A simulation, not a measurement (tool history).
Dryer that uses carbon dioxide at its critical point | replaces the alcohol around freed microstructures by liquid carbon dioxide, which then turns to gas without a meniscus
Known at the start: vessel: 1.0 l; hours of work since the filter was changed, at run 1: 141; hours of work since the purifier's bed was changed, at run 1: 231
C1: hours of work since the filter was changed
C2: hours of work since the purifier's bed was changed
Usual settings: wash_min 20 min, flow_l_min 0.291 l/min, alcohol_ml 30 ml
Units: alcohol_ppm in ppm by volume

{"run": 1, "day": 0.0, "wash_min": 20, "flow_l_min": 0.291, "alcohol_ml": 30, "C1": 141, "C2": 231, "alcohol_ppm": 209}
{"run": 2, "day": 1.458, "wash_min": 20, "flow_l_min": 0.291, "alcohol_ml": 117, "C1": 159, "C2": 249, "alcohol_ppm": 684}
{"run": 3, "day": 3.546, "wash_min": 20, "flow_l_min": 0.291, "alcohol_ml": 49, "C1": 184, "C2": 275, "alcohol_ppm": 346}
{"run": 4, "day": 5.5, "wash_min": 20, "flow_l_min": 0.291, "alcohol_ml": 49, "C1": 208, "C2": 299, "alcohol_ppm": 338}
{"run": 5, "day": 7.712, "wash_min": 20, "flow_l_min": 0.291, "alcohol_ml": 49, "C1": 235, "C2": 326, "alcohol_ppm": 351}
{"run": 6, "day": 8.862, "wash_min": 20, "flow_l_min": 0.291, "alcohol_ml": 49, "C1": 249, "C2": 340, "alcohol_ppm": 363}
{"run": 7, "day": 10.604, "wash_min": 20, "flow_l_min": 0.291, "alcohol_ml": 49, "C1": 270, "C2": 361, "alcohol_ppm": 347}
{"run": 8, "day": 12.6, "wash_min": 20, "flow_l_min": 0.291, "alcohol_ml": 30, "C1": 295, "C2": 385, "alcohol_ppm": 262}
{"run": 9, "day": 14.575, "wash_min": 20, "flow_l_min": 0.291, "alcohol_ml": 30, "C1": 319, "C2": 410, "alcohol_ppm": 276}
{"run": 10, "day": 16.529, "wash_min": 20, "flow_l_min": 0.329, "alcohol_ml": 82, "C1": 343, "C2": 433, "alcohol_ppm": 349}
{"run": 11, "day": 18.979, "wash_min": 20, "flow_l_min": 0.329, "alcohol_ml": 82, "C1": 373, "C2": 463, "alcohol_ppm": 382}
{"run": 12, "day": 21.454, "wash_min": 23, "flow_l_min": 0.229, "alcohol_ml": 57, "C1": 403, "C2": 494, "alcohol_ppm": 699}
{"run": 13, "day": 24.012, "wash_min": 20, "flow_l_min": 0.22, "alcohol_ml": 28, "C1": 434, "C2": 525, "alcohol_ppm": 759}
{"day": 24.588, "done": "inlet filter changed"}
{"run": 14, "day": 26.062, "wash_min": 13, "flow_l_min": 0.438, "alcohol_ml": 28, "C1": 18, "C2": 550, "alcohol_ppm": 280}
{"run": 15, "day": 28.254, "wash_min": 13, "flow_l_min": 0.438, "alcohol_ml": 28, "C1": 45, "C2": 576, "alcohol_ppm": 283}
{"run": 16, "day": 30.504, "wash_min": 14, "flow_l_min": 0.228, "alcohol_ml": 51, "C1": 72, "C2": 604, "alcohol_ppm": 2914}
{"run": 17, "day": 32.929, "wash_min": 14, "flow_l_min": 0.228, "alcohol_ml": 51, "C1": 102, "C2": 634, "alcohol_ppm": 2979}

Run 18 comes next. What will it give?
{"run": 18, "day": 34.488, "wash_min": 12, "flow_l_min": 0.235, "alcohol_ml": 88, "C1": 121, "C2": 653, "alcohol_ppm": "?"}

Run 18 gave alcohol_ppm 6941 ppm by volume.
Without the tool's hidden state the same run would have given alcohol_ppm 6466 ppm by volume.

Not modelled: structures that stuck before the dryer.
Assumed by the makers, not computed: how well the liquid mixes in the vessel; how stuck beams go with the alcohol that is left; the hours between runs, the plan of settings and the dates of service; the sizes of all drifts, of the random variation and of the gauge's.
